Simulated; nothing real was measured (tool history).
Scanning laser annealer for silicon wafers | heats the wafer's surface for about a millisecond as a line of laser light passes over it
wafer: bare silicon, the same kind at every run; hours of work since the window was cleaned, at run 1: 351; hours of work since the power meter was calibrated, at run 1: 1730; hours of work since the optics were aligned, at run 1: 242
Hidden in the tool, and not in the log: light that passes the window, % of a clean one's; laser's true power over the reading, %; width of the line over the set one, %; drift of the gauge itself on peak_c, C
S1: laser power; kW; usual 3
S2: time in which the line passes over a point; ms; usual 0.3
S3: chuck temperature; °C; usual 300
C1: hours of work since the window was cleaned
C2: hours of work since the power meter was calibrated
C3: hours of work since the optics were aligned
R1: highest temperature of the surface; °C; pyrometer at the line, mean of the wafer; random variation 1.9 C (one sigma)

| run | hour | S1 | S2 | S3 | C1 | C2 | C3 | R1 |
|---|---|---|---|---|---|---|---|---|
| 1 | 0 | 3 | 0.3 | 300 | 351 | 1730 | 242 | 1109 |
| 2 | 28.4 | 3 | 0.3 | 284 | 373 | 1753 | 265 | 1093 |
| 3 | 61.6 | 3 | 0.3 | 284 | 400 | 1779 | 291 | 1092 |
| 4 | 111.5 | 3 | 0.3 | 284 | 440 | 1819 | 331 | 1085 |
| 5 | 165.3 | 3 | 0.244 | 284 | 483 | 1862 | 374 | 994 |
| 6 | 197.6 | 3 | 0.244 | 284 | 509 | 1888 | 400 | 992 |
| 7 | 230.1 | 3 | 0.3 | 300 | 535 | 1914 | 426 | 1095 |
| 8 | 259.9 | 2.729 | 0.3 | 300 | 559 | 1938 | 450 | 1018 |
|  | 274.3 | window over the wafer cleaned |
| 9 | 295.7 | 3 | 0.3 | 269 | 17 | 1965 | 477 | 1107 |
| 10 | 329.7 | 2.911 | 0.3 | 300 | 44 | 1992 | 504 | 1104 |
| 11 | 373.1 | 3 | 0.336 | 300 | 79 | 2027 | 539 | 1184 |
| 12 | 409.2 | 3 | 0.336 | 300 | 108 | 2056 | 568 | 1186 |
| 13 | 432.3 | 2.962 | 0.268 | 299 | 126 | 2074 | 586 | 1064 |
| 14 | 478.9 | 2.962 | 0.268 | 299 | 164 | 2111 | 624 | 1061 |
| 15 | 515.1 | 2.563 | 0.268 | 339 | 193 | 2140 | 653 | 987 |
| 16 | 556.3 | 2.563 | 0.268 | 339 | 226 | 2173 | 685 | 984 |
| 17 | 604.5 | 3.008 | 0.27 | 297 | 264 | 2212 | 724 | 1066 |
| 18 | 635.4 | 3.008 | 0.27 | 297 | 289 | 2236 | 749 | 1064 |
| 19 | 665.2 | 2.608 | 0.247 | 339 | 313 | 2260 | 773 | 964 |
| 20 | 716.2 | 3 | 0.263 | 336 | 353 | 2301 | 813 | 1084 |
| 21 | 759.7 | 3 | 0.263 | 336 | 388 | 2336 | 848 | 1080 |
| 22 | 793.6 | 3 | 0.263 | 336 | 415 | 2363 | 875 | 1079 |
| 23 | 833.3 | 2.777 | 0.283 | 329 | 447 | 2395 | 907 | 1038 |

4 ways to go on from here, each from the tool as it stands after run 23. What would each give?
| A | 865.6 | 3.038 | 0.263 | 313 | 473 | 2421 | 933 | ? |
| B | 865.6 | 2.777 | 0.307 | 329 | 473 | 2421 | 933 | ? |
| C | 865.6 | 3.03 | 0.233 | 300 | 473 | 2421 | 933 | ? |
| D | 865.6 | 2.647 | 0.249 | 323 | 473 | 2421 | 933 | ? |

| run | R1 |
|---|---|
| A | 1060 |
| B | 1072 |
| C | 995 |
| D | 948 |
Without the tool's hidden state the same runs would have given:
| run | R1 |
|---|---|
| A | 1090 |
| B | 1102 |
| C | 1023 |
| D | 973 |
